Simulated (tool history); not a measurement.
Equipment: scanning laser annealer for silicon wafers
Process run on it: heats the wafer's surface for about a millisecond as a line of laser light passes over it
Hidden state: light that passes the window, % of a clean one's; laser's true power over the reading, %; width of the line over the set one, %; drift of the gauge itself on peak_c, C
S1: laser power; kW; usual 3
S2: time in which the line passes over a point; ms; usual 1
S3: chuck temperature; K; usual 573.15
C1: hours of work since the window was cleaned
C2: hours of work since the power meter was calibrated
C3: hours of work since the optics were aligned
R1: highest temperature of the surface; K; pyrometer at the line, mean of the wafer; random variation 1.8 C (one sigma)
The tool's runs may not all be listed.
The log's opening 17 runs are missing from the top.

| run | hour | S1 | S2 | S3 | C1 | C2 | C3 | R1 |
|---|---|---|---|---|---|---|---|---|
| 18 | 331.8 | 3 | 0.95 | 573.15 | 963 | 210 | 505 | 1248.15 |
|  | 342.2 | window over the wafer cleaned |
| 19 | 345.7 | 3 | 1 | 585.15 | 2 | 216 | 511 | 1262.15 |
| 20 | 363 | 3.002 | 1 | 585.15 | 10 | 224 | 519 | 1259.15 |
| 21 | 381 | 3.002 | 0.76 | 585.15 | 18 | 233 | 528 | 1186.15 |
| 22 | 393.6 | 3.002 | 0.76 | 585.15 | 24 | 239 | 534 | 1187.15 |
| 23 | 419.8 | 3 | 1.18 | 571.15 | 37 | 251 | 546 | 1295.15 |
|  | 432.8 | window over the wafer cleaned, once more |
| 24 | 432.8 | 3.159 | 1.02 | 573.15 | 0 | 256 | 551 | 1328.15 |
| 25 | 456.5 | 3.159 | 1.02 | 573.15 | 11 | 268 | 563 | 1328.15 |
| 26 | 474.5 | 2.849 | 0.93 | 573.15 | 20 | 276 | 571 | 1229.15 |
| 27 | 488.9 | 2.849 | 0.93 | 573.15 | 27 | 283 | 578 | 1230.15 |
| 28 | 511.9 | 3 | 1.2 | 557.15 | 38 | 294 | 589 | 1328.15 |
| 29 | 524.7 | 2.71 | 0.8 | 557.15 | 44 | 300 | 595 | 1145.15 |
| 30 | 538.7 | 3.045 | 1 | 556.15 | 50 | 307 | 602 | 1280.15 |
| 31 | 552.2 | 3.045 | 1 | 547.15 | 57 | 313 | 608 | 1266.15 |
| 32 | 563.2 | 3.204 | 0.97 | 607.15 | 62 | 318 | 613 | 1351.15 |
| 33 | 582.6 | 3.021 | 1.22 | 569.15 | 71 | 327 | 622 | 1346.15 |
| 34 | 600 | 3.242 | 0.84 | 596.15 | 80 | 336 | 631 | 1303.15 |
| 35 | 611.2 | 3.229 | 1 | 573.15 | 85 | 341 | 636 | 1331.15 |
| 36 | 629.7 | 3.229 | 1 | 573.15 | 94 | 350 | 645 | 1331.15 |
| 37 | 642.9 | 3.229 | 1 | 573.15 | 100 | 356 | 651 | 1330.15 |
| 38 | 657.2 | 3.229 | 0.83 | 573.15 | 107 | 363 | 658 | 1274.15 |
| 39 | 669.2 | 3.005 | 0.86 | 573.15 | 112 | 369 | 664 | 1237.15 |
| 40 | 684.6 | 2.911 | 1.03 | 544.15 | 120 | 376 | 671 | 1242.15 |
| 41 | 700.5 | 2.763 | 1.13 | 564.15 | 127 | 383 | 678 | 1255.15 |

3 ways to go on from here, each from the tool as it stands after run 41. What would each give?
| A | 713.6 | 2.763 | 1.13 | 536.15 | 133 | 390 | 685 | ? |
| B | 713.6 | 3.104 | 1.13 | 569.15 | 133 | 390 | 685 | ? |
| C | 713.6 | 3 | 1 | 588.15 | 133 | 390 | 685 | ? |

| run | R1 |
|---|---|
| A | 1228.15 |
| B | 1339.15 |
| C | 1296.15 |
Without the tool's hidden state the same runs would have given:
| run | R1 |
|---|---|
| A | 1247.15 |
| B | 1360.15 |
| C | 1315.15 |
